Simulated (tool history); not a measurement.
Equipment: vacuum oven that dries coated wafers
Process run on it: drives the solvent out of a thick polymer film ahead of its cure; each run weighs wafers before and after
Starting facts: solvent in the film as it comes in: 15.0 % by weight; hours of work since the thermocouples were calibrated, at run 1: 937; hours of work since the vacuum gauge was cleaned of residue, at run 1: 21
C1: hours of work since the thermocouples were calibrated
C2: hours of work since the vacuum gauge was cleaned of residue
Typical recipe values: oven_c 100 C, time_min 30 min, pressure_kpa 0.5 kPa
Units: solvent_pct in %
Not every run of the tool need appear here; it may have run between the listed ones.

Run 1, hour 0: usual settings; C1 937; C2 21. Result: solvent_pct 0.81 %.
Run 2, hour 48.1: usual settings; C1 972; C2 56. Result: solvent_pct 0.87 %.
Run 3, hour 79.9: usual settings but oven_c 114 C; C1 995; C2 79. Result: solvent_pct 0.16 %.
Run 4, hour 150.7: usual settings but oven_c 114 C; C1 1046; C2 131. Result: solvent_pct 0.21 %.
Run 5, hour 210.5: usual settings but oven_c 114 C; C1 1090; C2 174. Result: solvent_pct 0.21 %.
Run 6, hour 270.9: usual settings but oven_c 114 C, pressure_kpa 1.256 kPa; C1 1134; C2 218. Result: solvent_pct 0.34 %.
Run 7, hour 301.2: usual settings but oven_c 114 C, pressure_kpa 1.256 kPa; C1 1156; C2 240. Result: solvent_pct 0.32 %.
At hour 348: oven's thermocouples calibrated.
Run 8, hour 374.8: usual settings but oven_c 112 C; C1 20; C2 293. Result: solvent_pct 0.24 %.
Run 9, hour 413.4: usual settings but oven_c 112 C; C1 48; C2 321. Result: solvent_pct 0.27 %.
Run 10, hour 459.8: usual settings but oven_c 95 C; C1 82; C2 355. Result: solvent_pct 1.35 %.
Run 11, hour 513.2: usual settings but oven_c 95 C; C1 120; C2 394. Result: solvent_pct 1.26 %.
Run 12, hour 565.6: usual settings but oven_c 95 C; C1 159; C2 432. Result: solvent_pct 1.35 %.
Run 13, hour 616.6: usual settings but oven_c 95 C; C1 196; C2 469. Result: solvent_pct 1.27 %.
Run 14, hour 683.4: usual settings but time_min 31 min; C1 245; C2 518. Result: solvent_pct 0.81 %.
Run 15, hour 715.9: usual settings but time_min 46 min, pressure_kpa 1.576 kPa; C1 268; C2 541. Result: solvent_pct 0.8 %.
Run 16, hour 775: usual settings but oven_c 107 C, time_min 25 min; C1 311; C2 584. Result: solvent_pct 0.66 %.
Run 17, hour 833.7: usual settings but time_min 43 min, pressure_kpa 1.451 kPa; C1 354; C2 627. Result: solvent_pct 0.88 %.
Run 18, hour 874.4: usual settings but time_min 43 min, pressure_kpa 1.451 kPa; C1 384; C2 657. Result: solvent_pct 0.69 %.
Run 19, hour 914.8: usual settings but oven_c 95 C, pressure_kpa 0.4 kPa; C1 413; C2 686. Result: solvent_pct 1.42 %.
Run 20, hour 979.4: usual settings but oven_c 89 C, pressure_kpa 0.558 kPa; C1 460; C2 733. Result: solvent_pct 2.25 %.
Run 21, hour 1014.5: usual settings but time_min 38 min, pressure_kpa 0.884 kPa; C1 486; C2 759. Result: solvent_pct 0.57 %.
Run 22, hour 1076.8: usual settings but oven_c 92 C, time_min 38 min, pressure_kpa 1.207 kPa; C1 531; C2 804. Result: solvent_pct 1.46 %.
Run 23, hour 1117: usual settings but oven_c 108 C, time_min 26 min; C1 561; C2 834. Result: solvent_pct 0.55 %.
Run 24, hour 1187.7: usual settings but oven_c 108 C, time_min 26 min; C1 612; C2 885. Result: solvent_pct 0.56 %.
Run 25, hour 1216.4: usual settings but time_min 16 min; C1 633; C2 906. Result: solvent_pct 2.77 %.
Run 26, hour 1271.6: usual settings but time_min 16 min; C1 673; C2 946. Result: solvent_pct 2.73 %.

The next listed run, before its measurement:
Run 27, hour 1303.7: usual settings but oven_c 101 C, time_min 16 min, pressure_kpa 0.94 kPa; C1 697; C2 970. Result: solvent_pct ?.

solvent_pct: 2.77 %
The same run, on a tool lacking any hidden state, would have yielded solvent_pct 2.76 %.
